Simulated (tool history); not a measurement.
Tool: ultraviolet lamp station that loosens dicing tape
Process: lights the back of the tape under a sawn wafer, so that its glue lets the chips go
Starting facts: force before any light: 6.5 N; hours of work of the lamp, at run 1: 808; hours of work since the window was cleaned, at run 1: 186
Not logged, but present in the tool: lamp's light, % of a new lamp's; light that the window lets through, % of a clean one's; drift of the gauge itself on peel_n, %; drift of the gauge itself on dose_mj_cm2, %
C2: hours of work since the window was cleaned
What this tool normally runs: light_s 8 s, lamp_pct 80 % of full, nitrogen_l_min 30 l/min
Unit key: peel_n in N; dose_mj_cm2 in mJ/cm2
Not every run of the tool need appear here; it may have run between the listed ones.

{"run": 1, "hour": 0.0, "light_s": 8, "lamp_pct": 80, "nitrogen_l_min": 30, "hours of work of the lamp": 808, "C2": 186, "peel_n": 0.51, "dose_mj_cm2": 449}
{"run": 2, "hour": 17.8, "light_s": 8, "lamp_pct": 80, "nitrogen_l_min": 30, "hours of work of the lamp": 818, "C2": 195, "peel_n": 0.512, "dose_mj_cm2": 440}
{"run": 3, "hour": 38.7, "light_s": 8, "lamp_pct": 80, "nitrogen_l_min": 30, "hours of work of the lamp": 830, "C2": 207, "peel_n": 0.521, "dose_mj_cm2": 442}
{"run": 4, "hour": 59.5, "light_s": 8, "lamp_pct": 80, "nitrogen_l_min": 30, "hours of work of the lamp": 841, "C2": 218, "peel_n": 0.536, "dose_mj_cm2": 438}
{"hour": 69.7, "done": "window cleaned of glue's vapour"}
{"run": 5, "hour": 78.8, "light_s": 8, "lamp_pct": 80, "nitrogen_l_min": 30, "hours of work of the lamp": 852, "C2": 5, "peel_n": 0.446, "dose_mj_cm2": 469}
{"run": 6, "hour": 108.0, "light_s": 8, "lamp_pct": 80, "nitrogen_l_min": 30, "hours of work of the lamp": 868, "C2": 21, "peel_n": 0.447, "dose_mj_cm2": 470}
{"run": 7, "hour": 127.5, "light_s": 8, "lamp_pct": 80, "nitrogen_l_min": 30, "hours of work of the lamp": 878, "C2": 32, "peel_n": 0.486, "dose_mj_cm2": 467}
{"run": 8, "hour": 147.1, "light_s": 8, "lamp_pct": 80, "nitrogen_l_min": 45, "hours of work of the lamp": 889, "C2": 43, "peel_n": 0.333, "dose_mj_cm2": 462}
{"run": 9, "hour": 179.6, "light_s": 8, "lamp_pct": 80, "nitrogen_l_min": 45, "hours of work of the lamp": 907, "C2": 61, "peel_n": 0.333, "dose_mj_cm2": 461}
{"run": 10, "hour": 199.4, "light_s": 8, "lamp_pct": 80, "nitrogen_l_min": 45, "hours of work of the lamp": 918, "C2": 72, "peel_n": 0.339, "dose_mj_cm2": 448}
{"run": 11, "hour": 220.4, "light_s": 8, "lamp_pct": 80, "nitrogen_l_min": 45, "hours of work of the lamp": 930, "C2": 83, "peel_n": 0.346, "dose_mj_cm2": 454}
{"run": 12, "hour": 245.5, "light_s": 8, "lamp_pct": 80, "nitrogen_l_min": 12, "hours of work of the lamp": 944, "C2": 97, "peel_n": 1.122, "dose_mj_cm2": 444}
{"run": 13, "hour": 276.3, "light_s": 8, "lamp_pct": 80, "nitrogen_l_min": 12, "hours of work of the lamp": 961, "C2": 114, "peel_n": 1.13, "dose_mj_cm2": 442}
{"run": 14, "hour": 308.6, "light_s": 8, "lamp_pct": 80, "nitrogen_l_min": 15, "hours of work of the lamp": 978, "C2": 132, "peel_n": 0.932, "dose_mj_cm2": 437}
{"run": 15, "hour": 340.4, "light_s": 8, "lamp_pct": 80, "nitrogen_l_min": 15, "hours of work of the lamp": 996, "C2": 149, "peel_n": 0.955, "dose_mj_cm2": 431}
{"run": 16, "hour": 359.4, "light_s": 8, "lamp_pct": 80, "nitrogen_l_min": 15, "hours of work of the lamp": 1006, "C2": 160, "peel_n": 1.013, "dose_mj_cm2": 430}
{"run": 17, "hour": 375.5, "light_s": 8, "lamp_pct": 80, "nitrogen_l_min": 15, "hours of work of the lamp": 1015, "C2": 169, "peel_n": 1.011, "dose_mj_cm2": 432}
{"run": 18, "hour": 392.2, "light_s": 8, "lamp_pct": 80, "nitrogen_l_min": 15, "hours of work of the lamp": 1025, "C2": 178, "peel_n": 1.004, "dose_mj_cm2": 419}
{"run": 19, "hour": 429.0, "light_s": 8, "lamp_pct": 80, "nitrogen_l_min": 15, "hours of work of the lamp": 1045, "C2": 198, "peel_n": 1.024, "dose_mj_cm2": 422}
{"run": 20, "hour": 454.4, "light_s": 8, "lamp_pct": 80, "nitrogen_l_min": 15, "hours of work of the lamp": 1059, "C2": 212, "peel_n": 1.086, "dose_mj_cm2": 414}
{"run": 21, "hour": 471.3, "light_s": 8, "lamp_pct": 80, "nitrogen_l_min": 30, "hours of work of the lamp": 1068, "C2": 222, "peel_n": 0.622, "dose_mj_cm2": 416}
{"hour": 475.3, "done": "window cleaned of glue's vapour"}
{"run": 22, "hour": 496.9, "light_s": 8, "lamp_pct": 80, "nitrogen_l_min": 30, "hours of work of the lamp": 1082, "C2": 12, "peel_n": 0.511, "dose_mj_cm2": 450}
{"run": 23, "hour": 516.4, "light_s": 13, "lamp_pct": 80, "nitrogen_l_min": 30, "hours of work of the lamp": 1093, "C2": 23, "peel_n": 0.162, "dose_mj_cm2": 730}
{"run": 24, "hour": 543.5, "light_s": 5, "lamp_pct": 66, "nitrogen_l_min": 59, "hours of work of the lamp": 1108, "C2": 38, "peel_n": 1.238, "dose_mj_cm2": 227}
{"run": 25, "hour": 568.2, "light_s": 13, "lamp_pct": 78, "nitrogen_l_min": 21, "hours of work of the lamp": 1121, "C2": 51, "peel_n": 0.246, "dose_mj_cm2": 691}
{"run": 26, "hour": 599.8, "light_s": 13, "lamp_pct": 78, "nitrogen_l_min": 21, "hours of work of the lamp": 1139, "C2": 69, "peel_n": 0.238, "dose_mj_cm2": 684}
{"run": 27, "hour": 621.8, "light_s": 10, "lamp_pct": 60, "nitrogen_l_min": 56, "hours of work of the lamp": 1151, "C2": 81, "peel_n": 0.378, "dose_mj_cm2": 403}
{"run": 28, "hour": 658.4, "light_s": 8, "lamp_pct": 97, "nitrogen_l_min": 30, "hours of work of the lamp": 1171, "C2": 101, "peel_n": 0.363, "dose_mj_cm2": 516}
{"run": 29, "hour": 674.3, "light_s": 5, "lamp_pct": 97, "nitrogen_l_min": 30, "hours of work of the lamp": 1180, "C2": 110, "peel_n": 1.048, "dose_mj_cm2": 322}
{"run": 30, "hour": 697.2, "light_s": 10, "lamp_pct": 76, "nitrogen_l_min": 30, "hours of work of the lamp": 1193, "C2": 122, "peel_n": 0.374, "dose_mj_cm2": 505}
{"run": 31, "hour": 724.3, "light_s": 10, "lamp_pct": 82, "nitrogen_l_min": 59, "hours of work of the lamp": 1208, "C2": 137, "peel_n": 0.171, "dose_mj_cm2": 530}

Estimate the outcome of run 32 from the log above:
{"run": 32, "hour": 740.8, "light_s": 5, "lamp_pct": 76, "nitrogen_l_min": 10, "hours of work of the lamp": 1217, "C2": 147, "peel_n": "?", "dose_mj_cm2": "?"}

peel_n: 2.617 N
dose_mj_cm2: 246 mJ/cm2
Take away the tool's hidden state, keep the run-to-run variation as it was, and the same run would have given peel_n 1.837 N, dose_mj_cm2 342 mJ/cm2.
